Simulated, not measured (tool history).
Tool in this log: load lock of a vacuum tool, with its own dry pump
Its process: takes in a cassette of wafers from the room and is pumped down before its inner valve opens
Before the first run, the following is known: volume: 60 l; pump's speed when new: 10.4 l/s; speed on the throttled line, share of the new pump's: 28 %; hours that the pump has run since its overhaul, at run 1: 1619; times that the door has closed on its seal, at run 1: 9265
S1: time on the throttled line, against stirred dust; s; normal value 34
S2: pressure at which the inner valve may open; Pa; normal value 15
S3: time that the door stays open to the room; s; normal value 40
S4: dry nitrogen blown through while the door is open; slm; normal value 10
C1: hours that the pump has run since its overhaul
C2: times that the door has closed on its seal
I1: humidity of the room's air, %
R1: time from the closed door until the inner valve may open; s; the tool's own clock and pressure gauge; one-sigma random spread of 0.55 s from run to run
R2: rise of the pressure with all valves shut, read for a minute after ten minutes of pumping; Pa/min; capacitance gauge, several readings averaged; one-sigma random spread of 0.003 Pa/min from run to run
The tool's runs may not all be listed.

Run 1, hour 0.0: usual settings; C1 1619; C2 9265; I1 47.4. Result: R1 77.2 s, R2 0.055 Pa/min.
Run 2, hour 197.3: usual settings; C1 1816; C2 9659; I1 45.1. Result: R1 78.1 s, R2 0.056 Pa/min.
Run 3, hour 417.5: usual settings but S4 8 slm; C1 2037; C2 10098; I1 42.8. Result: R1 78.6 s, R2 0.060 Pa/min.
Run 4, hour 747.6: usual settings but S4 8 slm; C1 2367; C2 10756; I1 46.8. Result: R1 78.1 s, R2 0.057 Pa/min.
Run 5, hour 1040.2: usual settings; C1 2659; C2 11340; I1 45.6. Result: R1 79.0 s, R2 0.058 Pa/min.
Run 6, hour 1379.2: usual settings; C1 2998; C2 12016; I1 48.0. Result: R1 80.0 s, R2 0.062 Pa/min.
Run 7, hour 1592.5: usual settings; C1 3212; C2 12441; I1 42.2. Result: R1 79.3 s, R2 0.064 Pa/min.
Run 8, hour 1974.1: usual settings; C1 3593; C2 13203; I1 43.6. Result: R1 80.7 s, R2 0.063 Pa/min.
Run 9, hour 2246.6: usual settings; C1 3866; C2 13746; I1 43.0. Result: R1 79.9 s, R2 0.061 Pa/min.
Run 10, hour 2502.6: usual settings; C1 4122; C2 14257; I1 45.1. Result: R1 81.2 s, R2 0.064 Pa/min.
Run 11, hour 2765.1: usual settings but S3 76 s; C1 4384; C2 14781; I1 42.2. Result: R1 81.6 s, R2 0.079 Pa/min.
Run 12, hour 2995.8: usual settings but S2 28 Pa, S3 76 s; C1 4615; C2 15241; I1 45.5. Result: R1 76.7 s, R2 0.079 Pa/min.
Run 13, hour 3193.2: usual settings but S2 28 Pa, S3 76 s; C1 4812; C2 15635; I1 44.2. Result: R1 76.8 s, R2 0.083 Pa/min.
Run 14, hour 3366.9: usual settings but S2 28 Pa, S3 76 s; C1 4986; C2 15981; I1 46.1. Result: R1 77.3 s, R2 0.085 Pa/min.
Run 15, hour 3585.9: usual settings but S2 28 Pa, S3 76 s; C1 5205; C2 16418; I1 43.2. Result: R1 76.4 s, R2 0.079 Pa/min.
Run 16, hour 3967.5: usual settings but S2 28 Pa, S3 76 s; C1 5587; C2 17179; I1 48.2. Result: R1 77.6 s, R2 0.094 Pa/min.
Run 17, hour 4221.1: usual settings but S3 31 s; C1 5840; C2 17685; I1 45.3. Result: R1 83.0 s, R2 0.068 Pa/min.
Run 18, hour 4544.0: usual settings but S3 31 s; C1 6163; C2 18329; I1 44.2. Result: R1 83.1 s, R2 0.072 Pa/min.
Run 19, hour 4900.3: usual settings but S2 30 Pa; C1 6519; C2 19040; I1 45.1. Result: R1 79.3 s, R2 0.078 Pa/min.
Run 20, hour 5143.2: usual settings but S4 14 slm; C1 6762; C2 19524; I1 43.1. Result: R1 85.3 s, R2 0.073 Pa/min.
Run 21, hour 5481.9: usual settings but S3 87 s, S4 5 slm; C1 7101; C2 20200; I1 49.3. Result: R1 84.9 s, R2 0.121 Pa/min.
Run 22, hour 5636.7: usual settings but S3 87 s, S4 5 slm; C1 7256; C2 20508; I1 41.9. Result: R1 84.4 s, R2 0.105 Pa/min.
Run 23, hour 5837.1: usual settings but S3 87 s, S4 5 slm; C1 7456; C2 20908; I1 41.9. Result: R1 85.3 s, R2 0.107 Pa/min.
Run 24, hour 6081.6: usual settings but S2 18 Pa, S3 87 s, S4 5 slm; C1 7701; C2 21396; I1 45.2. Result: R1 83.4 s, R2 0.117 Pa/min.
Run 25, hour 6412.6: usual settings but S2 11 Pa; C1 8032; C2 22056; I1 49.3. Result: R1 89.0 s, R2 0.099 Pa/min.
Run 26, hour 6741.6: usual settings but S3 52 s; C1 8361; C2 22713; I1 44.3. Result: R1 86.4 s, R2 0.088 Pa/min.
Run 27, hour 6915.7: usual settings but S1 23 s, S2 14 Pa, S3 180 s, S4 33 slm; C1 8535; C2 23060; I1 45.7. Result: R1 80.6 s, R2 0.094 Pa/min.
Run 28, hour 7081.1: usual settings but S1 23 s, S2 14 Pa, S3 180 s, S4 33 slm; C1 8700; C2 23390; I1 44.1. Result: R1 79.5 s, R2 0.096 Pa/min.
Run 29, hour 7397.2: usual settings but S1 23 s, S2 14 Pa, S3 180 s, S4 33 slm; C1 9016; C2 24020; I1 46.2. Result: R1 81.0 s, R2 0.103 Pa/min.
Run 30, hour 7590.6: usual settings but S1 23 s, S2 29 Pa, S3 61 s, S4 26 slm; C1 9210; C2 24406; I1 44.2. Result: R1 75.7 s, R2 0.083 Pa/min.
Run 31, hour 7810.6: usual settings but S1 33 s, S2 11 Pa, S3 109 s, S4 30 slm; C1 9430; C2 24845; I1 45.7. Result: R1 90.2 s, R2 0.095 Pa/min.
Run 32, hour 8088.7: usual settings but S1 33 s, S2 11 Pa, S3 109 s, S4 30 slm; C1 9708; C2 25400; I1 44.6. Result: R1 92.1 s, R2 0.103 Pa/min.
Run 33, hour 8310.7: usual settings but S3 57 s; C1 9930; C2 25843; I1 45.3. Result: R1 89.7 s, R2 0.102 Pa/min.
Run 34, hour 8677.0: usual settings but S3 88 s; C1 10296; C2 26573; I1 45.3. Result: R1 90.1 s, R2 0.120 Pa/min.
At hour 8941.5: dry pump taken out, an overhauled one fitted.
Run 35, hour 8994.8: usual settings but S3 88 s; C1 53; C2 27195; I1 45.5. Result: R1 75.0 s, R2 0.128 Pa/min.
Run 36, hour 9379.6: usual settings but S2 20 Pa; C1 438; C2 27963; I1 47.7. Result: R1 74.3 s, R2 0.107 Pa/min.

Each row is a separate what-if for the run after 36, all from the same tool condition, not one after another. Results?
Run A, hour 9748.9: usual settings but S2 18 Pa, S4 37 slm; C1 807; C2 28699; I1 47.0. Result: R1 ?, R2 ?.
Run B, hour 9748.9: usual settings but S1 17 s, S2 12 Pa, S3 119 s; C1 807; C2 28699; I1 44.5. Result: R1 ?, R2 ?.
Run C, hour 9748.9: usual settings but S1 32 s, S2 20 Pa, S3 115 s, S4 8 slm; C1 807; C2 28699; I1 46.7. Result: R1 ?, R2 ?.
Run D, hour 9748.9: usual settings; C1 807; C2 28699; I1 44.2. Result: R1 ?, R2 ?.

run    R1     R2
  A  74.6  0.092
  B  65.6  0.135
  C  72.9  0.145
  D  75.3  0.113
The same runs, with their run-to-run variation unchanged, on a tool lacking any hidden condition would have given:
run    R1     R2
  A  74.4  0.019
  B  65.4  0.063
  C  72.7  0.073
  D  75.2  0.040
